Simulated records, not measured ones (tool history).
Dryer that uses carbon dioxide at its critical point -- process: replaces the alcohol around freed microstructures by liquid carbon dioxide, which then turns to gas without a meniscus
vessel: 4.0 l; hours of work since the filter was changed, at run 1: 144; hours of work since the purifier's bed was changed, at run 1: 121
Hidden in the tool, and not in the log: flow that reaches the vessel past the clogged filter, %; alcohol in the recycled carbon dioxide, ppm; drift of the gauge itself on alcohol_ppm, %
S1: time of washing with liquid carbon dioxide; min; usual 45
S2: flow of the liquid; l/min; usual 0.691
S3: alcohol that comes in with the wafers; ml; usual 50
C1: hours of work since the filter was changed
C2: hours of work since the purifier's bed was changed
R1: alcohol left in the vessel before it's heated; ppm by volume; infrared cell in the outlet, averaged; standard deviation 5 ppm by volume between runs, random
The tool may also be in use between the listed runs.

| run | hour | S1 | S2 | S3 | C1 | C2 | R1 |
|---|---|---|---|---|---|---|---|
| 1 | 0 | 45 | 0.691 | 50 | 144 | 121 | 66 |
| 2 | 8.9 | 45 | 0.691 | 50 | 148 | 125 | 84 |
| 3 | 20.5 | 45 | 0.691 | 50 | 153 | 130 | 85 |
| 4 | 39.9 | 45 | 0.691 | 50 | 162 | 139 | 84 |
| 5 | 54.3 | 45 | 0.691 | 50 | 168 | 145 | 90 |
| 6 | 70.1 | 45 | 0.691 | 50 | 175 | 152 | 80 |
| 7 | 84.5 | 45 | 0.984 | 50 | 182 | 158 | 45 |
| 8 | 97.6 | 45 | 0.691 | 50 | 187 | 164 | 93 |
| 9 | 108.8 | 45 | 0.691 | 50 | 192 | 169 | 90 |
| 10 | 122.4 | 45 | 0.471 | 50 | 198 | 175 | 344 |
| 11 | 135.3 | 45 | 0.691 | 67 | 204 | 181 | 104 |
| 12 | 144.2 | 71 | 0.691 | 50 | 208 | 185 | 50 |
| 13 | 156.8 | 71 | 0.691 | 50 | 213 | 190 | 48 |
| 14 | 167.2 | 71 | 0.691 | 50 | 218 | 195 | 58 |
| 15 | 181.6 | 71 | 0.691 | 50 | 224 | 201 | 50 |
| 16 | 199.9 | 71 | 0.461 | 27 | 232 | 209 | 75 |
| 17 | 218.7 | 46 | 1.154 | 98 | 241 | 217 | 59 |
| 18 | 227.3 | 45 | 0.56 | 50 | 244 | 221 | 199 |
| 19 | 235.9 | 56 | 0.826 | 52 | 248 | 225 | 60 |
| 20 | 250.6 | 56 | 0.826 | 52 | 255 | 231 | 59 |
| 21 | 268.2 | 56 | 0.826 | 52 | 262 | 239 | 61 |
| 22 | 280.8 | 49 | 0.823 | 52 | 268 | 245 | 66 |
| 23 | 290 | 56 | 1.05 | 29 | 272 | 249 | 55 |
| 24 | 304.3 | 56 | 0.427 | 63 | 278 | 255 | 304 |
| 25 | 321.6 | 45 | 0.691 | 61 | 286 | 263 | 115 |
| 26 | 333.5 | 45 | 1.014 | 61 | 291 | 268 | 66 |
| 27 | 348.8 | 45 | 1.148 | 23 | 298 | 275 | 72 |
| 28 | 358.7 | 45 | 1.148 | 44 | 302 | 279 | 65 |
| 29 | 373.3 | 69 | 0.627 | 77 | 309 | 285 | 74 |
| 30 | 391.4 | 42 | 0.745 | 77 | 317 | 293 | 127 |

Selected run-to-run steps in R1, each split into two signed amounts: the part the tool would show with no hidden state at all (from settings, incoming material and random variation), and the remainder, which goes to the hidden state together with any gauge scatter not common to the measured and the hidden-state-free results:
Run 9 -> 10: S2 0.691 -> 0.471. R1 +254 ppm by volume: hidden state +20, all else +234.
Run 10 -> 11: S2 0.471 -> 0.691, S3 50 -> 67. R1 -240 ppm by volume: hidden state -16, all else -224.
Run 23 -> 24: S2 1.05 -> 0.427, S3 29 -> 63. R1 +249 ppm by volume: hidden state +33, all else +216.
Run 24 -> 25: S1 56 -> 45, S2 0.427 -> 0.691, S3 63 -> 61. R1 -189 ppm by volume: hidden state -20, all else -169.
